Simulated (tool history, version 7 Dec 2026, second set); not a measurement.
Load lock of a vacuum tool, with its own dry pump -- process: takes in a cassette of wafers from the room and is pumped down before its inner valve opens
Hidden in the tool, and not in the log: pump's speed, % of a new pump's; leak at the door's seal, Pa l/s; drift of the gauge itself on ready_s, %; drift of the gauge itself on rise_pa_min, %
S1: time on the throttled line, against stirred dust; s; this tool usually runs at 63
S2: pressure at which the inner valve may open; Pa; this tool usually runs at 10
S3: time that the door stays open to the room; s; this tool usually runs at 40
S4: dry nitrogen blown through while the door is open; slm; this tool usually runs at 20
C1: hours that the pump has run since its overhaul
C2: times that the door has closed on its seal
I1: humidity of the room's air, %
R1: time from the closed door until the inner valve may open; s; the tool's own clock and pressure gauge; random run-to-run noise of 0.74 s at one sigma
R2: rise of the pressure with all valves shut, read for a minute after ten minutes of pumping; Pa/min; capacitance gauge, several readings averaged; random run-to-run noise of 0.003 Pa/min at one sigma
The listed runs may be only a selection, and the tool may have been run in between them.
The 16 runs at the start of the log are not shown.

run 17 hour=5366.2 | S1=63 S2=10 S3=94 S4=20 | C1=6440 C2=19082 | I1=46.3 | R1=121.6 R2=0.274
run 18 hour=5639.9 | S1=63 S2=10 S3=94 S4=20 | C1=6713 C2=19821 | I1=42 | R1=123.1 R2=0.281
run 19 hour=6045.1 | S1=62 S2=10 S3=217 S4=20 | C1=7119 C2=20916 | I1=43.3 | R1=120.7 R2=0.351
run 20 hour=6514.4 | S1=62 S2=10 S3=217 S4=20 | C1=7588 C2=22184 | I1=46.1 | R1=122.9 R2=0.372
run 21 hour=6999.3 | S1=43 S2=10 S3=40 S4=20 | C1=8073 C2=23494 | I1=44.5 | R1=110.9 R2=0.356
run 22 hour=7401.3 | S1=113 S2=12 S3=124 S4=20 | C1=8475 C2=24580 | I1=45.1 | R1=158.2 R2=0.414
run 23 hour=7854.7 | S1=35 S2=10 S3=180 S4=20 | C1=8928 C2=25804 | I1=42.4 | R1=107.7 R2=0.448
-- hour=8202.5 door's seal changed, seat wiped
run 24 hour=8299.5 | S1=51 S2=10 S3=40 S4=17 | C1=9372 C2=262 | I1=44.3 | R1=118.8 R2=0.035
-- hour=8490.5 dry pump taken out, an overhauled one fitted
run 25 hour=8581.8 | S1=63 S2=10 S3=40 S4=20 | C1=91 C2=1008 | I1=47.5 | R1=113 R2=0.029
run 26 hour=8926.4 | S1=51 S2=10 S3=120 S4=20 | C1=436 C2=1939 | I1=47.4 | R1=105.1 R2=0.069
run 27 hour=9138.1 | S1=62 S2=10 S3=40 S4=4 | C1=648 C2=2511 | I1=42.3 | R1=113.6 R2=0.051
run 28 hour=9527.6 | S1=62 S2=10 S3=40 S4=4 | C1=1037 C2=3563 | I1=42.5 | R1=115.1 R2=0.059
run 29 hour=9787.5 | S1=62 S2=10 S3=40 S4=4 | C1=1297 C2=4265 | I1=47.3 | R1=113.3 R2=0.065
run 30 hour=10237.6 | S1=62 S2=10 S3=40 S4=4 | C1=1747 C2=5481 | I1=46.1 | R1=114.5 R2=0.074
run 31 hour=10556.6 | S1=74 S2=12 S3=26 S4=40 | C1=2066 C2=6343 | I1=49.2 | R1=123.2 R2=0.066
run 32 hour=10849.5 | S1=63 S2=10 S3=40 S4=10 | C1=2359 C2=7134 | I1=46.9 | R1=117.5 R2=0.085
run 33 hour=11217.9 | S1=63 S2=10 S3=40 S4=10 | C1=2727 C2=8129 | I1=46.4 | R1=117.4 R2=0.097
run 34 hour=11646.7 | S1=63 S2=10 S3=218 S4=5 | C1=3156 C2=9288 | I1=47.4 | R1=117.8 R2=0.186
run 35 hour=12060.3 | S1=32 S2=10 S3=218 S4=5 | C1=3570 C2=10405 | I1=46.3 | R1=96.2 R2=0.196
run 36 hour=12467.2 | S1=63 S2=8 S3=40 S4=20 | C1=3977 C2=11504 | I1=47.1 | R1=120.8 R2=0.137

What if the next run were any one of these 3? Each begins from the tool's condition after run 36:
run A hour=12851.5 | S1=63 S2=10 S3=194 S4=5 | C1=4361 C2=12542 | I1=44.2 | R1=? R2=?
run B hour=12851.5 | S1=34 S2=8 S3=132 S4=20 | C1=4361 C2=12542 | I1=44.1 | R1=? R2=?
run C hour=12851.5 | S1=63 S2=16 S3=40 S4=20 | C1=4361 C2=12542 | I1=46.4 | R1=? R2=?

run=A R1=120.1 R2=0.222
run=B R1=101.2 R2=0.172
run=C R1=115.4 R2=0.143
With the hidden condition removed and each run's random variation left untouched, the same runs would have given:
run=A R1=113.1 R2=0.1
run=B R1=92.9 R2=0.053
run=C R1=109 R2=0.022

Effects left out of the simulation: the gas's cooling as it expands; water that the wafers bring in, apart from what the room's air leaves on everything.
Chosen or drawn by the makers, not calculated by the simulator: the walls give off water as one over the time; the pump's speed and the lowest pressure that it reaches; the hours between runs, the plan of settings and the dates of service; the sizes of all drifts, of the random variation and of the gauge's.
